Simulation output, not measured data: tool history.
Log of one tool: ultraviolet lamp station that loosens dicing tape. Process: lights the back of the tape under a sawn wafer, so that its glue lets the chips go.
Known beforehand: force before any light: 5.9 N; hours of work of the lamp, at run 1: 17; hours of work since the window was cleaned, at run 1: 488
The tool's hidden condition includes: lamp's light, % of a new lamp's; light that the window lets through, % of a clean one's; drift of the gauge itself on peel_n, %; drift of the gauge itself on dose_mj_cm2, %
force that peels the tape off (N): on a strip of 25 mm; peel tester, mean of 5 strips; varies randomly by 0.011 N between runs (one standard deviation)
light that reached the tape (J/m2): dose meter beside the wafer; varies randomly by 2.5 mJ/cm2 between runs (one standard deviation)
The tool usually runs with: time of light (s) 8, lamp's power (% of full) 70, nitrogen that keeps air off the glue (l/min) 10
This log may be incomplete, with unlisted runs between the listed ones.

| run | hour | time of light (s) | lamp's power (% of full) | nitrogen that keeps air off the glue (l/min) | hours of work of the lamp | hours of work since the window was cleaned | force that peels the tape off (N) | light that reached the tape (J/m2) |
|---|---|---|---|---|---|---|---|---|
| 1 | 0.0 | 8 | 70 | 10 | 17 | 488 | 0.554 | 2880 |
| 2 | 42.2 | 8 | 70 | 9 | 34 | 505 | 0.605 | 2850 |
| 3 | 101.3 | 8 | 70 | 9 | 58 | 530 | 0.592 | 2850 |
| 4 | 163.6 | 8 | 70 | 9 | 84 | 555 | 0.600 | 2800 |
| 5 | 194.6 | 13 | 70 | 10 | 96 | 568 | 0.190 | 4580 |
| 6 | 231.6 | 13 | 70 | 10 | 112 | 583 | 0.189 | 4630 |
| 7 | 265.0 | 13 | 70 | 10 | 125 | 597 | 0.193 | 4570 |
| 8 | 314.9 | 13 | 70 | 10 | 146 | 617 | 0.196 | 4530 |
| 9 | 372.5 | 13 | 70 | 10 | 169 | 641 | 0.208 | 4510 |
| 10 | 433.0 | 8 | 70 | 10 | 194 | 666 | 0.594 | 2780 |
|  | 490.8 | window cleaned of glue's vapour |
| 11 | 494.7 | 8 | 70 | 10 | 219 | 2 | 0.630 | 2700 |
| 12 | 547.9 | 8 | 70 | 10 | 241 | 23 | 0.638 | 2710 |
| 13 | 606.0 | 8 | 78 | 10 | 265 | 47 | 0.503 | 2960 |
|  | 611.1 | window cleaned of glue's vapour, once more |
| 14 | 656.9 | 8 | 78 | 10 | 286 | 19 | 0.440 | 3150 |
| 15 | 721.8 | 14 | 70 | 10 | 312 | 45 | 0.165 | 4970 |
| 16 | 754.7 | 8 | 70 | 10 | 326 | 59 | 0.574 | 2830 |
| 17 | 811.0 | 8 | 70 | 9 | 349 | 82 | 0.637 | 2810 |
| 18 | 859.3 | 8 | 70 | 9 | 369 | 102 | 0.595 | 2790 |
| 19 | 897.3 | 8 | 70 | 9 | 384 | 117 | 0.624 | 2730 |
| 20 | 957.8 | 8 | 70 | 9 | 409 | 142 | 0.632 | 2770 |
| 21 | 1004.6 | 8 | 96 | 10 | 428 | 161 | 0.290 | 3810 |
| 22 | 1040.3 | 8 | 96 | 10 | 443 | 176 | 0.304 | 3770 |
| 23 | 1070.4 | 8 | 96 | 10 | 455 | 188 | 0.314 | 3760 |
| 24 | 1118.9 | 7 | 70 | 3 | 475 | 208 | 1.574 | 2420 |
| 25 | 1178.6 | 7 | 70 | 3 | 500 | 233 | 1.604 | 2310 |
| 26 | 1231.6 | 7 | 99 | 18 | 521 | 255 | 0.265 | 3340 |
| 27 | 1260.3 | 8 | 70 | 16 | 533 | 266 | 0.471 | 2680 |
| 28 | 1301.7 | 5 | 70 | 16 | 550 | 283 | 1.137 | 1690 |
| 29 | 1358.5 | 5 | 70 | 16 | 574 | 307 | 1.152 | 1660 |

The next listed run, before its measurement:
| 30 | 1391.4 | 5 | 70 | 16 | 587 | 320 | ? | ? |

{"run 30": {"force that peels the tape off (N)": 1.156, "light that reached the tape (J/m2)": 1650}}
With the hidden condition absent and the run-to-run variation left alone, this run would have shown force that peels the tape off (N) 0.908, light that reached the tape (J/m2) 1910.

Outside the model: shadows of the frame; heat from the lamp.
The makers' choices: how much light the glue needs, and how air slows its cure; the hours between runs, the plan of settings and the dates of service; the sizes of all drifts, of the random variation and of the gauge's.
